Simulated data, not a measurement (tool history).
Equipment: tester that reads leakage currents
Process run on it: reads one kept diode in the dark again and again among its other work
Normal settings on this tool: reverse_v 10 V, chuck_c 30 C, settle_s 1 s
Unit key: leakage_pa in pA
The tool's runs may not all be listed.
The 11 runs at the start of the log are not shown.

run      day  reverse_v  chuck_c  settle_s  leakage_pa
 12   88.104        1.3       30         1      248.06
 13   97.896        6.5       30         1       516.5
     100.696  -- probe card cleaned and baked
     101.712  -- chuck's temperature calibrated, once more
 14  103.754        6.5       30      0.96      339.72
 15  110.342         10       30         1      420.92
 16  120.188         10       30         1      437.45
 17  127.171         10       30         1         448
 18  131.483         10       30         1      457.67
 19      142         10       30         1       477.6
 20  152.229         10       30         1      497.61
     159.825  -- chuck's temperature calibrated
 21  160.996         10       32      1.51       509.6
 22    169.4         10       32      1.51      527.36
 23  179.517        1.8       34      1.51      312.56
 24  184.683         10       58      0.74     5014.08
 25  193.333         10       58      0.74     5152.37
 26  198.529        3.1       23      7.17      152.56
 27  206.538        3.1       23      7.17      158.21
     207.167  -- probe card cleaned and baked
 28  211.929        2.5       30      3.06      276.35
 29   216.25        1.7       28      0.96      199.25
     218.058  -- chuck's temperature calibrated
 30  222.571        1.7       30         1      198.67
 31   230.75        1.7       30         1      206.29
 32  238.121         10       28      0.47      377.89

Run 33, settings as shown, results not yet in. Your forecast:
 33  247.688        1.2       22      1.41           ?

leakage_pa: 88.08 pA
With no hidden state in the tool, this same run would have given leakage_pa 75.09 pA.
